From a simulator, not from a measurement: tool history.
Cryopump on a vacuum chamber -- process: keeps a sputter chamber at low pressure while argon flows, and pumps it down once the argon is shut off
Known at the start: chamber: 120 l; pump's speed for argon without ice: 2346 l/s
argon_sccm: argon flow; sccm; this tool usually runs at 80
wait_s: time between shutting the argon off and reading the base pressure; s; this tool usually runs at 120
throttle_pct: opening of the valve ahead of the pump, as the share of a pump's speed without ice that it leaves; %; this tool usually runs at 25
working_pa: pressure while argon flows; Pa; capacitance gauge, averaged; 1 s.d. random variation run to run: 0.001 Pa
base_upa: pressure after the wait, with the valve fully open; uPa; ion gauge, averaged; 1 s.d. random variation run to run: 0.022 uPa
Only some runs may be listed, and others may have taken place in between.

run 1 hour=0 | argon_sccm=80 wait_s=120 throttle_pct=25 | working_pa=0.2517 base_upa=2.08
run 2 hour=70.8 | argon_sccm=80 wait_s=120 throttle_pct=25 | working_pa=0.2518 base_upa=2.22
run 3 hour=110 | argon_sccm=80 wait_s=120 throttle_pct=25 | working_pa=0.2529 base_upa=2.21
run 4 hour=176.2 | argon_sccm=80 wait_s=120 throttle_pct=25 | working_pa=0.2328 base_upa=1.77
run 5 hour=212.3 | argon_sccm=80 wait_s=120 throttle_pct=25 | working_pa=0.2324 base_upa=1.87
run 6 hour=258.4 | argon_sccm=80 wait_s=120 throttle_pct=25 | working_pa=0.2331 base_upa=1.81
run 7 hour=298.3 | argon_sccm=110 wait_s=154 throttle_pct=18 | working_pa=0.4431 base_upa=1.85
run 8 hour=333.5 | argon_sccm=110 wait_s=33 throttle_pct=18 | working_pa=0.4488 base_upa=3.08
run 9 hour=408.5 | argon_sccm=110 wait_s=33 throttle_pct=18 | working_pa=0.448 base_upa=3.13
run 10 hour=478 | argon_sccm=52 wait_s=58 throttle_pct=26 | working_pa=0.1492 base_upa=2.5
run 11 hour=535.2 | argon_sccm=52 wait_s=58 throttle_pct=26 | working_pa=0.1482 base_upa=2.57
run 12 hour=598.7 | argon_sccm=80 wait_s=120 throttle_pct=31 | working_pa=0.1925 base_upa=2.21

The log once held 1 entry between its listed runs, left out of this copy. Where does each go, and what is different about the tool's unlogged condition between the listed run before it and the listed run after it?
Between runs 3 and 4: pump warmed up, emptied and cooled again (hour 174.4)
  pump's speed, % of a pump's without ice: 72.4 -> 98.9; cold plate's temperature, K: 12.45 -> 12.47; leak into the chamber, uPa l/s: 3073 -> 3143
  what was measured, less what the result would be without the hidden state, working_pa: +0.0227 -> +0.0011 Pa; base_upa: +1.69 -> +1.24 uPa
